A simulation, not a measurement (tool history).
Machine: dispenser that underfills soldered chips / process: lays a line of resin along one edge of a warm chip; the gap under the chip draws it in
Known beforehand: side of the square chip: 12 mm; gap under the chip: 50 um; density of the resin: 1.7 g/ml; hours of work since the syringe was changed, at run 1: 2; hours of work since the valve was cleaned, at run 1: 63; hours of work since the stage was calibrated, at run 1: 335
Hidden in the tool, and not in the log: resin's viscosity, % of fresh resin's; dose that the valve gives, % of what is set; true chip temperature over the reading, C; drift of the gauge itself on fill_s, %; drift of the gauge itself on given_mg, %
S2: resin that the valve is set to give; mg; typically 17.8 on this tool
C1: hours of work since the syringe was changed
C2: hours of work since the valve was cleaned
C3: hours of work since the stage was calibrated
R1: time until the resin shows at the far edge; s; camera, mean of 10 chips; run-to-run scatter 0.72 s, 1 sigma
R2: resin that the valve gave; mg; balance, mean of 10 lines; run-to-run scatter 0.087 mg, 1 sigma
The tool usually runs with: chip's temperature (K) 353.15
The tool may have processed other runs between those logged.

run 1 hour=0.0 | chip's_temperature_(K)=353.15 S2=17.8 | C1=2 C2=63 C3=335 | R1=69.9 R2=17.00
run 2 hour=5.8 | chip's_temperature_(K)=353.15 S2=17.8 | C1=6 C2=67 C3=339 | R1=98.9 R2=16.89
-- hour=8.0 new syringe of resin
run 3 hour=13.1 | chip's_temperature_(K)=353.15 S2=17.8 | C1=4 C2=72 C3=344 | R1=84.4 R2=17.01
-- hour=18.3 new syringe of resin
run 4 hour=19.8 | chip's_temperature_(K)=353.15 S2=17.8 | C1=1 C2=76 C3=348 | R1=68.8 R2=16.76
run 5 hour=24.8 | chip's_temperature_(K)=353.15 S2=17.8 | C1=5 C2=80 C3=352 | R1=92.4 R2=16.75
-- hour=28.8 new syringe of resin
run 6 hour=36.3 | chip's_temperature_(K)=353.15 S2=17.8 | C1=5 C2=88 C3=359 | R1=97.9 R2=16.77
-- hour=39.1 new syringe of resin
run 7 hour=42.1 | chip's_temperature_(K)=353.15 S2=17.8 | C1=2 C2=91 C3=363 | R1=73.7 R2=16.55
-- hour=46.6 dispensing valve cleaned and set on the balance
-- hour=50.7 new syringe of resin
run 8 hour=54.7 | chip's_temperature_(K)=353.15 S2=19.5 | C1=3 C2=5 C3=371 | R1=77.2 R2=19.50
run 9 hour=60.3 | chip's_temperature_(K)=362.15 S2=17.1 | C1=7 C2=9 C3=375 | R1=77.7 R2=16.96
-- hour=61.3 new syringe of resin
run 10 hour=66.2 | chip's_temperature_(K)=362.15 S2=17.1 | C1=3 C2=13 C3=379 | R1=57.6 R2=17.01
-- hour=71.7 new syringe of resin
run 11 hour=74.8 | chip's_temperature_(K)=362.15 S2=17.1 | C1=2 C2=19 C3=385 | R1=52.1 R2=16.90
-- hour=82.1 new syringe of resin
run 12 hour=82.1 | chip's_temperature_(K)=344.15 S2=18.2 | C1=0 C2=24 C3=390 | R1=89.9 R2=17.77
-- hour=92.4 new syringe of resin
run 13 hour=93.6 | chip's_temperature_(K)=343.15 S2=23.0 | C1=1 C2=32 C3=398 | R1=98.4 R2=22.53

Predict each of these 4 candidate next runs independently; none follows another, all start after run 13:
run A hour=101.5 | chip's_temperature_(K)=341.15 S2=17.0 | C1=6 C2=37 C3=403 | R1=? R2=?
run B hour=101.5 | chip's_temperature_(K)=338.15 S2=18.2 | C1=6 C2=37 C3=403 | R1=? R2=?
run C hour=101.5 | chip's_temperature_(K)=353.15 S2=20.4 | C1=6 C2=37 C3=403 | R1=? R2=?
run D hour=101.5 | chip's_temperature_(K)=346.15 S2=21.5 | C1=6 C2=37 C3=403 | R1=? R2=?

run=A R1=176.1 R2=16.68
run=B R1=203.1 R2=17.83
run=C R1=105.3 R2=20.01
run=D R1=137.5 R2=20.92
Without the tool's unlogged condition, the same runs would have read:
run=A R1=108.9 R2=17.11
run=B R1=125.9 R2=18.30
run=C R1=65.1 R2=20.53
run=D R1=85.2 R2=21.47

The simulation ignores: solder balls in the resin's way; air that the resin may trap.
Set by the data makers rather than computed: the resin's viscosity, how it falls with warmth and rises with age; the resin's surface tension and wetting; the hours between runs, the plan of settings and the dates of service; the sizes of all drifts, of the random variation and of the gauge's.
